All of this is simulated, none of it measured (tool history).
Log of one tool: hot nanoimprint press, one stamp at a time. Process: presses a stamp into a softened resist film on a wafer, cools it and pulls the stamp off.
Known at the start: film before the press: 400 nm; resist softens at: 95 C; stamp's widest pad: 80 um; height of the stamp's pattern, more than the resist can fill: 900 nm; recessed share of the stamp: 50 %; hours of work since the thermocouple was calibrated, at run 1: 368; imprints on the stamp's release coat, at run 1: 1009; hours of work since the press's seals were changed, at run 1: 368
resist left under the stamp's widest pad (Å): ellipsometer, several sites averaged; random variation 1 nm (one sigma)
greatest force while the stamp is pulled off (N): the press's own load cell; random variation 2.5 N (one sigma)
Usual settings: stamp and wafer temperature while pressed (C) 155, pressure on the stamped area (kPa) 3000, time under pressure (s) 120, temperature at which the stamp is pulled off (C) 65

run     day  stamp and wafer temperature while pressed (C)  pressure on the stamped area (kPa)  time under pressure (s)  temperature at which the stamp is pulled off (C)  hours of work since the thermocouple was calibrated  imprints on the stamp's release coat  hours of work since the press's seals were changed  resist left under the stamp's widest pad (Å)  greatest force while the stamp is pulled off (N)
  1       0                                            155                                3000                      120                                                65                                                  368                                  1009                                                 368                                          2101                                               173
  2   3.488                                            155                                3000                      120                                                65                                                  409                                  1241                                                 409                                          2101                                               172
      6.329  -- plate thermocouple calibrated
  3   6.592                                            148                                3000                      120                                                65                                                    3                                  1439                                                 443                                          2701                                               181
      8.296  -- stamp cleaned and given a new release coat
  4    9.25                                            148                                3000                      120                                                65                                                   31                                    63                                                 471                                          2718                                               132
  5  12.008                                            148                                3000                      120                                                65                                                   63                                   247                                                 504                                          2732                                               133
  6  15.392                                            148                                3000                      120                                                65                                                  103                                   471                                                 543                                          2742                                               149
  7    18.1                                            148                                3760                       77                                                65                                                  134                                   652                                                 575                                          2832                                               148
  8  20.546                                            155                                1990                      120                                                65                                                  163                                   814                                                 603                                          2622                                               158
  9  22.533                                            156                                3000                       72                                                67                                                  186                                   946                                                 626                                          2536                                               161
 10    24.2                                            156                                3000                      219                                                53                                                  205                                  1057                                                 646                                          1769                                               181

Run 11 comes next. What will it give?
     25.079  -- plate thermocouple calibrated, once more
 11  26.854                                            156                                2370                      127                                                66                                                   21                                  1225                                                 675                                             ?                                                 ?

{"run 11": {"resist left under the stamp's widest pad (Å)": 2157, "greatest force while the stamp is pulled off (N)": 166}}
Without the tool's hidden state the same run would have given resist left under the stamp's widest pad (Å) 2070, greatest force while the stamp is pulled off (N) 127.
